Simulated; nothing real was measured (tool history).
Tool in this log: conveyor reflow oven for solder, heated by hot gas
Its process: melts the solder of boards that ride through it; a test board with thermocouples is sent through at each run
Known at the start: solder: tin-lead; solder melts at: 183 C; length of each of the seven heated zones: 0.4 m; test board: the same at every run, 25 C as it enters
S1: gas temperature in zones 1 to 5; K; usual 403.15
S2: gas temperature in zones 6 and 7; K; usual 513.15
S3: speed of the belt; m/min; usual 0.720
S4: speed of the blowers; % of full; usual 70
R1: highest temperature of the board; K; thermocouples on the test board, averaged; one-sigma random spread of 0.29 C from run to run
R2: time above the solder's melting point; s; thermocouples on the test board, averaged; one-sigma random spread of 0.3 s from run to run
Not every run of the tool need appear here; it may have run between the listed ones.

run 1 day=0.000 | S1=403.15 S2=513.15 S3=0.720 S4=70 | R1=494.55 R2=50.6
run 2 day=0.683 | S1=403.15 S2=513.15 S3=0.720 S4=70 | R1=494.95 R2=50.1
run 3 day=1.229 | S1=403.15 S2=513.15 S3=0.603 S4=70 | R1=500.25 R2=65.1
run 4 day=1.779 | S1=403.15 S2=513.15 S3=0.603 S4=68 | R1=499.95 R2=64.9
run 5 day=2.842 | S1=403.15 S2=516.15 S3=0.720 S4=70 | R1=496.55 R2=52.3
run 6 day=3.712 | S1=403.15 S2=516.15 S3=0.720 S4=70 | R1=496.85 R2=52.3
run 7 day=4.454 | S1=403.15 S2=513.15 S3=0.720 S4=69 | R1=493.85 R2=50.3
run 8 day=5.450 | S1=403.15 S2=513.15 S3=0.720 S4=69 | R1=494.25 R2=49.8
run 9 day=6.488 | S1=403.15 S2=513.15 S3=0.720 S4=69 | R1=493.85 R2=50.1
run 10 day=7.254 | S1=403.15 S2=513.15 S3=0.720 S4=52 | R1=487.35 R2=45.0
run 11 day=7.812 | S1=403.15 S2=513.15 S3=0.720 S4=52 | R1=487.95 R2=44.6
run 12 day=8.462 | S1=403.15 S2=519.15 S3=0.720 S4=70 | R1=499.05 R2=53.5
run 13 day=9.421 | S1=403.15 S2=519.15 S3=0.720 S4=70 | R1=499.35 R2=53.2
run 14 day=9.988 | S1=403.15 S2=519.15 S3=0.720 S4=70 | R1=499.35 R2=53.3
run 15 day=10.862 | S1=403.15 S2=513.15 S3=0.720 S4=70 | R1=493.65 R2=49.9
run 16 day=11.588 | S1=403.15 S2=513.15 S3=0.720 S4=70 | R1=493.85 R2=50.6
-- day=11.896 flux residue cleaned out of gas plates and filters
-- day=11.979 thermocouples of zones 6 and 7 changed
run 17 day=12.800 | S1=414.15 S2=522.15 S3=0.720 S4=70 | R1=501.15 R2=57.5
run 18 day=13.429 | S1=403.15 S2=506.15 S3=0.718 S4=83 | R1=487.55 R2=46.7
run 19 day=14.358 | S1=416.15 S2=513.15 S3=0.803 S4=70 | R1=489.55 R2=45.0
run 20 day=15.150 | S1=416.15 S2=513.15 S3=0.803 S4=70 | R1=489.45 R2=45.1
-- day=15.800 flux residue cleaned out of gas plates and filters, once more
run 21 day=15.896 | S1=389.15 S2=513.15 S3=0.654 S4=84 | R1=498.65 R2=56.2
run 22 day=16.500 | S1=403.15 S2=513.15 S3=0.654 S4=62 | R1=495.15 R2=56.9
run 23 day=17.383 | S1=403.15 S2=520.15 S3=0.720 S4=70 | R1=499.95 R2=54.4
run 24 day=18.404 | S1=403.15 S2=520.15 S3=0.599 S4=61 | R1=504.45 R2=68.0
run 25 day=18.958 | S1=403.15 S2=520.15 S3=0.599 S4=61 | R1=503.85 R2=67.4
run 26 day=19.538 | S1=403.15 S2=527.15 S3=0.621 S4=61 | R1=509.05 R2=68.6
run 27 day=20.542 | S1=405.15 S2=514.15 S3=0.610 S4=77 | R1=502.05 R2=67.1
run 28 day=21.154 | S1=403.15 S2=513.15 S3=0.590 S4=57 | R1=497.25 R2=64.1
run 29 day=22.162 | S1=406.15 S2=513.15 S3=0.749 S4=70 | R1=492.75 R2=48.6
run 30 day=23.092 | S1=395.15 S2=512.15 S3=0.834 S4=58 | R1=480.55 R2=31.9

The next listed run, before its measurement:
run 31 day=23.850 | S1=395.15 S2=512.15 S3=0.834 S4=58 | R1=? R2=?

Run 31 came out at R1 480.75 K, R2 31.7 s.
On a tool with no hidden condition, and with the same random variation, this run would have come out at R1 480.75 K, R2 31.1 s.
